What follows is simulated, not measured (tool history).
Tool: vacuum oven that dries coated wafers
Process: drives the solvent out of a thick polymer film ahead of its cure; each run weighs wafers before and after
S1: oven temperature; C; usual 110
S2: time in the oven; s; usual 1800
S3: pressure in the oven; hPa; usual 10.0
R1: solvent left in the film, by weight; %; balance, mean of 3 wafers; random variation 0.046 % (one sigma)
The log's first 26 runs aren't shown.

| run | hour | S1 | S2 | S3 | R1 |
|---|---|---|---|---|---|
| 27 | 1594.2 | 98 | 1260 | 7.3 | 6.25 |
| 28 | 1680.5 | 109 | 1800 | 26.9 | 6.66 |
| 29 | 1719.0 | 97 | 1800 | 10.0 | 5.84 |
| 30 | 1805.6 | 110 | 1680 | 12.0 | 3.54 |
| 31 | 1850.5 | 110 | 1680 | 12.0 | 3.53 |
| 32 | 1890.7 | 110 | 1800 | 22.3 | 5.45 |
| 33 | 1926.1 | 110 | 1140 | 10.0 | 4.21 |
| 34 | 2010.4 | 118 | 1200 | 10.0 | 2.51 |
| 35 | 2060.7 | 118 | 1200 | 10.0 | 2.62 |
| 36 | 2112.2 | 118 | 1200 | 10.0 | 2.49 |
| 37 | 2198.8 | 110 | 1800 | 11.7 | 3.29 |
| 38 | 2243.0 | 105 | 1920 | 10.0 | 3.78 |
| 39 | 2318.6 | 107 | 3120 | 39.8 | 9.86 |
| 40 | 2360.6 | 98 | 1800 | 10.0 | 5.62 |
| 41 | 2420.3 | 122 | 1320 | 5.9 | 1.35 |
|  | 2498.4 | vacuum gauge cleaned of residue and calibrated |
| 42 | 2506.6 | 104 | 3120 | 19.4 | 5.45 |
| 43 | 2579.9 | 104 | 3120 | 19.4 | 5.42 |

3 ways to go on from here, each from the tool as it stands after run 43. What would each give?
|  | 2586.5 | oven's thermocouples calibrated |
| A | 2642.1 | 112 | 3120 | 19.4 | ? |
|  | 2586.5 | oven's thermocouples calibrated |
| B | 2642.1 | 107 | 1620 | 22.9 | ? |
|  | 2586.5 | oven's thermocouples calibrated |
| C | 2642.1 | 110 | 1260 | 5.8 | ? |

| run | R1 |
|---|---|
| A | 4.03 |
| B | 6.50 |
| C | 3.13 |
Without the tool's hidden state the same runs would have given:
| run | R1 |
|---|---|
| A | 4.03 |
| B | 6.50 |
| C | 3.13 |
